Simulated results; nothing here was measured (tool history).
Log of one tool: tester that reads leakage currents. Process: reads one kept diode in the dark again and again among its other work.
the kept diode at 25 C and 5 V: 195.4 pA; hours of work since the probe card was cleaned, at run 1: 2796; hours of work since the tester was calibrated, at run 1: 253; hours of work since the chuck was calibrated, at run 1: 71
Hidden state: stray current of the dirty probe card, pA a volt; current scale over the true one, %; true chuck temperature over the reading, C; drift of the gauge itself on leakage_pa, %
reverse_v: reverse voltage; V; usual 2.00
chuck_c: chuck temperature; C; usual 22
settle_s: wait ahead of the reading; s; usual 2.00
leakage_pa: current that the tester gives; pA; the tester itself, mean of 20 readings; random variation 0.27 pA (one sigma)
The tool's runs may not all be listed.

run    hour  reverse_v  chuck_c  settle_s  hours of work since the probe card was cleaned  hours of work since the tester was calibrated  hours of work since the chuck was calibrated  leakage_pa
  1     0.0       2.00       22      2.00                                            2796                                            253                                            71       89.88
  2   102.5       2.00       22      2.00                                            2868                                            325                                           143       89.65
  3   218.6       2.00       22      2.00                                            2949                                            405                                           223       89.84
  4   314.2       2.00       22      2.00                                            3015                                            472                                           290       89.37
      342.2  -- probe card cleaned and baked
  5   436.5       2.00       22      2.00                                              66                                            555                                           373       89.70
  6   523.5       2.00       22      2.00                                             126                                            616                                           434       89.10
  7   618.2       2.00       50      2.00                                             192                                            682                                           500     1056.09
  8   726.3       2.00       22      4.91                                             268                                            757                                           575       88.83
  9   843.0       2.00       22      4.91                                             349                                            838                                           657       89.07
 10   959.6       2.00       22      4.91                                             430                                            920                                           738       89.19
 11  1084.2       2.00       22      4.91                                             517                                           1007                                           825       89.98
 12  1189.9       2.00       22      4.91                                             591                                           1080                                           898       89.22
 13  1295.8       2.00       22      4.91                                             665                                           1154                                           972       89.90
 14  1420.8       2.00       22      4.91                                             752                                           1241                                          1059       89.52
 15  1482.3       2.00       22      4.91                                             795                                           1284                                          1102       89.77
 16  1564.5       2.00       46      4.91                                             852                                           1341                                          1159      762.63
 17  1637.4       2.00       46      4.91                                             903                                           1392                                          1210      760.70
 18  1738.5       2.00       46      5.22                                             973                                           1463                                          1281      764.10
 19  1837.5       2.00       22      2.00                                            1042                                           1532                                          1350       89.72
 20  1975.2       5.18       22      2.00                                            1138                                           1628                                          1446      149.58
 21  2078.0       5.18       22      2.00                                            1210                                           1699                                          1517      150.34
 22  2178.4       2.07       55      2.00                                            1280                                           1769                                          1587     1604.45
 23  2287.8       2.00       22      0.62                                            1356                                           1845                                          1663       90.58
 24  2415.3       6.22       25      0.62                                            1445                                           1934                                          1752      222.92
 25  2515.9       2.00       21      5.57                                            1515                                           2004                                          1822       81.66
     2582.4  -- chuck's temperature calibrated
 26  2588.1       7.39       57      5.57                                            1564                                           2053                                             4     3725.10
 27  2645.7       7.39       57      5.57                                            1604                                           2093                                            44     3729.43
 28  2750.9       7.41       25      0.68                                            1677                                           2167                                           117      245.95
 29  2836.2      15.41       22      4.93                                            1737                                           2226                                           177      271.30
 30  2937.3      15.41       22      4.93                                            1807                                           2297                                           247      270.55
 31  3057.0       1.02       37      4.23                                            1891                                           2380                                           331      245.48
 32  3174.3      15.71       27      0.65                                            1972                                           2462                                           413      447.39
 33  3304.6       8.39       47      0.64                                            2063                                           2553                                           503     1806.00
 34  3381.7       8.39       30      6.59                                            2117                                           2606                                           557      415.17
 35  3467.3       2.00       52      8.67                                            2177                                           2666                                           617     1243.93
 36  3524.5       2.00       52      8.67                                            2216                                           2706                                           657     1245.03
 37  3663.0       5.18       22      0.55                                            2313                                           2802                                           753      153.04
 38  3785.0       5.18       22      0.55                                            2398                                           2887                                           838      152.92
 39  3872.5       2.20       22      0.55                                            2459                                           2948                                           899       95.12

3 ways to go on from here, each from the tool as it stands after run 39. What would each give?
  A  3999.4       2.20       22      1.29                                            2547                                           3037                                           988           ?
  B  3999.4      19.74       22      2.00                                            2547                                           3037                                           988           ?
  C  3999.4       2.20       22      0.91                                            2547                                           3037                                           988           ?

run  leakage_pa
  A       94.34
  B      313.47
  C       95.38
Without the tool's hidden state the same runs would have given:
run  leakage_pa
  A       94.23
  B      312.95
  C       95.28

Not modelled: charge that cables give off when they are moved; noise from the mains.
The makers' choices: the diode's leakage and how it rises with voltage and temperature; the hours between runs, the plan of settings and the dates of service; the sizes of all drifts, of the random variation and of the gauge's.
